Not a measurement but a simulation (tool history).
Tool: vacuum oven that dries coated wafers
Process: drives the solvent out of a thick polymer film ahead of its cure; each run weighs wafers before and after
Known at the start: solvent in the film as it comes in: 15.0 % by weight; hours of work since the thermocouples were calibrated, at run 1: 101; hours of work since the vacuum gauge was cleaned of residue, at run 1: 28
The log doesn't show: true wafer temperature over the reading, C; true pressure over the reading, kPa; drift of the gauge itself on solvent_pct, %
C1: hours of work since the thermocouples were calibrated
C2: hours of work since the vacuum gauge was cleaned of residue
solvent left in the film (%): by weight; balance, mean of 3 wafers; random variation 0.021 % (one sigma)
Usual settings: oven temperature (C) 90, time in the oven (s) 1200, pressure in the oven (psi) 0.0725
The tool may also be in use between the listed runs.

Run 1, day 0.000: usual settings; C1 101; C2 28. Result: solvent left in the film (%) 0.76.
Run 2, day 0.379: usual settings but oven temperature (C) 104; C1 105; C2 31. Result: solvent left in the film (%) 0.16.
Run 3, day 0.679: usual settings but oven temperature (C) 76; C1 108; C2 35. Result: solvent left in the film (%) 3.37.
Run 4, day 1.042: usual settings but oven temperature (C) 76, time in the oven (s) 780; C1 112; C2 38. Result: solvent left in the film (%) 5.23.
Run 5, day 1.542: usual settings; C1 117; C2 43. Result: solvent left in the film (%) 0.79.
Run 6, day 2.083: usual settings; C1 123; C2 49. Result: solvent left in the film (%) 0.74.
Run 7, day 2.688: usual settings; C1 129; C2 55. Result: solvent left in the film (%) 0.72.
Run 8, day 3.054: usual settings; C1 133; C2 59. Result: solvent left in the film (%) 0.85.
Run 9, day 3.429: usual settings but oven temperature (C) 95; C1 137; C2 63. Result: solvent left in the film (%) 0.40.
Run 10, day 3.954: usual settings; C1 142; C2 68. Result: solvent left in the film (%) 0.79.
Run 11, day 4.458: usual settings; C1 147; C2 74. Result: solvent left in the film (%) 0.76.
Run 12, day 4.900: usual settings; C1 152; C2 78. Result: solvent left in the film (%) 0.77.
Run 13, day 5.321: usual settings; C1 156; C2 83. Result: solvent left in the film (%) 0.84.
Run 14, day 5.900: usual settings; C1 162; C2 89. Result: solvent left in the film (%) 0.80.
Run 15, day 6.217: usual settings but pressure in the oven (psi) 0.1376; C1 166; C2 92. Result: solvent left in the film (%) 1.07.
Run 16, day 6.838: usual settings but pressure in the oven (psi) 0.1376; C1 172; C2 98. Result: solvent left in the film (%) 1.06.
At day 6.938: vacuum gauge cleaned of residue and calibrated.
Run 17, day 7.538: usual settings but oven temperature (C) 96; C1 179; C2 6. Result: solvent left in the film (%) 0.41.
Run 18, day 7.842: usual settings but oven temperature (C) 96; C1 182; C2 9. Result: solvent left in the film (%) 0.43.
Run 19, day 8.346: usual settings but oven temperature (C) 96; C1 187; C2 15. Result: solvent left in the film (%) 0.42.
Run 20, day 8.688: usual settings; C1 190; C2 18. Result: solvent left in the film (%) 0.82.
Run 21, day 9.029: usual settings but time in the oven (s) 660; C1 194; C2 22. Result: solvent left in the film (%) 2.45.
Run 22, day 9.671: usual settings but time in the oven (s) 1800; C1 201; C2 28. Result: solvent left in the film (%) 0.45.
At day 9.892: vacuum gauge cleaned of residue and calibrated, once more.
Run 23, day 10.362: usual settings but time in the oven (s) 1800; C1 207; C2 5. Result: solvent left in the film (%) 0.38.
Run 24, day 10.796: usual settings but time in the oven (s) 1800; C1 212; C2 9. Result: solvent left in the film (%) 0.39.
Run 25, day 11.142: usual settings but time in the oven (s) 1800; C1 215; C2 13. Result: solvent left in the film (%) 0.41.
Run 26, day 11.692: usual settings but oven temperature (C) 102, time in the oven (s) 1800; C1 221; C2 19. Result: solvent left in the film (%) 0.23.
Run 27, day 12.350: usual settings but oven temperature (C) 76, time in the oven (s) 1800, pressure in the oven (psi) 0.2102; C1 228; C2 25. Result: solvent left in the film (%) 2.83.
Run 28, day 12.692: usual settings but oven temperature (C) 82, time in the oven (s) 660; C1 231; C2 29. Result: solvent left in the film (%) 4.36.
Run 29, day 13.133: usual settings but oven temperature (C) 82, time in the oven (s) 660; C1 236; C2 33. Result: solvent left in the film (%) 4.36.
Run 30, day 13.633: usual settings but oven temperature (C) 82, time in the oven (s) 660; C1 241; C2 39. Result: solvent left in the film (%) 4.32.
Run 31, day 14.258: usual settings but oven temperature (C) 87, pressure in the oven (psi) 0.0521; C1 247; C2 45. Result: solvent left in the film (%) 1.10.
Run 32, day 14.617: usual settings but pressure in the oven (psi) 0.0908; C1 251; C2 49. Result: solvent left in the film (%) 0.89.
Run 33, day 15.058: usual settings but pressure in the oven (psi) 0.1941; C1 256; C2 53. Result: solvent left in the film (%) 1.27.
Run 34, day 15.354: usual settings but pressure in the oven (psi) 0.1941; C1 259; C2 56. Result: solvent left in the film (%) 1.28.
Run 35, day 15.671: usual settings but time in the oven (s) 1620; C1 262; C2 60. Result: solvent left in the film (%) 0.47.
Run 36, day 16.021: usual settings but time in the oven (s) 1620; C1 266; C2 63. Result: solvent left in the film (%) 0.48.
Run 37, day 16.562: usual settings but time in the oven (s) 660; C1 271; C2 69. Result: solvent left in the film (%) 2.43.

5 ways to go on from here, each from the tool as it stands after run 37. What would each give?
Run A, day 17.067: usual settings but time in the oven (s) 1380; C1 276; C2 74. Result: solvent left in the film (%) ?.
Run B, day 17.067: usual settings but time in the oven (s) 1260; C1 276; C2 74. Result: solvent left in the film (%) ?.
Run C, day 17.067: usual settings but oven temperature (C) 79, pressure in the oven (psi) 0.0386; C1 276; C2 74. Result: solvent left in the film (%) ?.
Run D, day 17.067: usual settings but oven temperature (C) 84, time in the oven (s) 660, pressure in the oven (psi) 0.0490; C1 276; C2 74. Result: solvent left in the film (%) ?.
Run E, day 17.067: usual settings but oven temperature (C) 92, time in the oven (s) 1680, pressure in the oven (psi) 0.0906; C1 276; C2 74. Result: solvent left in the film (%) ?.

run  solvent left in the film (%)
  A                          0.61
  B                          0.74
  C                          2.53
  D                          3.83
  E                          0.42
Without the tool's hidden state the same runs would have given:
run  solvent left in the film (%)
  A                          0.56
  B                          0.69
  C                          2.41
  D                          3.70
  E                          0.39

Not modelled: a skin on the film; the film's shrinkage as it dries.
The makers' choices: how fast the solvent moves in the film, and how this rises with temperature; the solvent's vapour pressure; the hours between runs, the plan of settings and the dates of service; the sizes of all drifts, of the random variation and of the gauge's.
